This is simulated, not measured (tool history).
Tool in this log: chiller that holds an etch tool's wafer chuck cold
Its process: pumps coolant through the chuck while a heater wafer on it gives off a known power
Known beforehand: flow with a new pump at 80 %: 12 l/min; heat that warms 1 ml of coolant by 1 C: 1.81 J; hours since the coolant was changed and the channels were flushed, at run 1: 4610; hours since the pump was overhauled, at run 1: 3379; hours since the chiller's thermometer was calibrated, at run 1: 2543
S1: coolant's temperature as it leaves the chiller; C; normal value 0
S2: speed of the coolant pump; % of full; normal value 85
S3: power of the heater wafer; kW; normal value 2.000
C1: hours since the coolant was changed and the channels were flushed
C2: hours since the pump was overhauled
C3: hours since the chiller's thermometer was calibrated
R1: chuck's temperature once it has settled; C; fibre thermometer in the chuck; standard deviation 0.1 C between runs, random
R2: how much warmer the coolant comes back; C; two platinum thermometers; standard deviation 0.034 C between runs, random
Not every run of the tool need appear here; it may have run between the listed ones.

run,hour,S1,S2,S3,C1,C2,C3,R1,R2
1,0.0,0,85,2.000,4610,3379,2543,18.7,5.72
2,115.9,0,85,2.000,4726,3495,2659,18.7,5.69
3,218.5,0,85,2.000,4829,3597,2761,18.8,5.71
4,345.8,0,85,2.000,4956,3725,2889,19.0,5.78
5,472.1,0,94,2.000,5082,3851,3015,17.7,5.13
6,528.9,0,94,2.000,5139,3908,3072,17.8,5.13
7,624.8,0,94,2.000,5235,4004,3168,18.0,5.21
# hour 653.3: coolant changed, channels flushed
8,746.2,0,94,1.620,93,4119,3283,12.2,4.19
9,800.7,0,94,1.620,147,4174,3338,12.3,4.23
10,910.6,0,85,2.000,257,4284,3447,16.2,5.84
11,975.2,0,73,2.000,322,4348,3512,18.3,6.88
12,1056.9,0,73,2.000,404,4430,3594,18.5,6.89
# hour 1102.8: chiller's thermometer calibrated
13,1140.4,0,85,2.000,486,4512,38,16.2,5.86
14,1214.2,0,85,2.000,560,4586,111,16.3,5.87
15,1319.8,0,85,2.000,666,4692,217,16.1,5.91
16,1389.8,0,85,1.417,736,4762,287,11.5,4.19
17,1518.9,-9,95,2.000,865,4891,416,6.1,5.33
18,1635.9,1,64,2.000,982,5008,533,21.5,8.13
19,1739.4,1,73,1.746,1085,5111,637,17.2,6.16
20,1824.0,1,73,1.746,1170,5196,721,17.4,6.17
21,1935.6,1,73,1.746,1281,5308,833,17.6,6.14
22,2030.1,1,81,2.500,1376,5402,927,23.0,7.88
23,2157.2,0,87,1.831,1503,5529,1054,15.4,5.46
24,2223.0,-5,85,2.000,1569,5595,1120,12.2,6.08
25,2288.2,-5,85,2.000,1634,5660,1185,12.2,6.08
26,2392.2,1,85,2.000,1738,5764,1289,18.2,6.18
27,2455.6,1,85,2.000,1801,5828,1353,18.3,6.09
28,2561.5,3,60,2.000,1907,5933,1459,25.7,9.02
29,2682.4,9,71,1.240,2028,6054,1580,21.7,4.66
30,2756.1,-2,71,1.867,2102,6128,1653,16.7,6.97
31,2843.1,-2,84,1.096,2189,6215,1740,7.8,3.41
32,2965.4,-2,89,2.827,2311,6337,1863,22.5,8.26

For some of the steps in R1 from one run to the next: how much would appear even if the tool had no hidden state, given the settings, what came in and random variation, and how much remains for the hidden state plus any gauge scatter that the measured result and the result without hidden state don't share?
Hidden state present: heat passed by the chuck's channels, % of clean ones'; flow at a given pump speed, % of a new pump's; coolant's true temperature over the reading, C; drift of the gauge itself on chuck_c, C; drift of the gauge itself on warmer_back_c, C.
Run 7 -> 8: S3 2.000 -> 1.620, coolant changed, channels flushed. R1 -5.8 C: hidden state -3.0, all else -2.8.
Run 17 -> 18: S1 -9 -> 1, S2 95 -> 64. R1 +15.4 C: hidden state +0.8, all else +14.6.
Run 28 -> 29: S1 3 -> 9, S2 60 -> 71, S3 2.000 -> 1.240. R1 -4.0 C: hidden state -1.6, all else -2.4.
Run 30 -> 31: S2 71 -> 84, S3 1.867 -> 1.096. R1 -8.9 C: hidden state -1.5, all else -7.4.
Run 31 -> 32: S2 84 -> 89, S3 1.096 -> 2.827. R1 +14.7 C: hidden state +2.7, all else +12.0.

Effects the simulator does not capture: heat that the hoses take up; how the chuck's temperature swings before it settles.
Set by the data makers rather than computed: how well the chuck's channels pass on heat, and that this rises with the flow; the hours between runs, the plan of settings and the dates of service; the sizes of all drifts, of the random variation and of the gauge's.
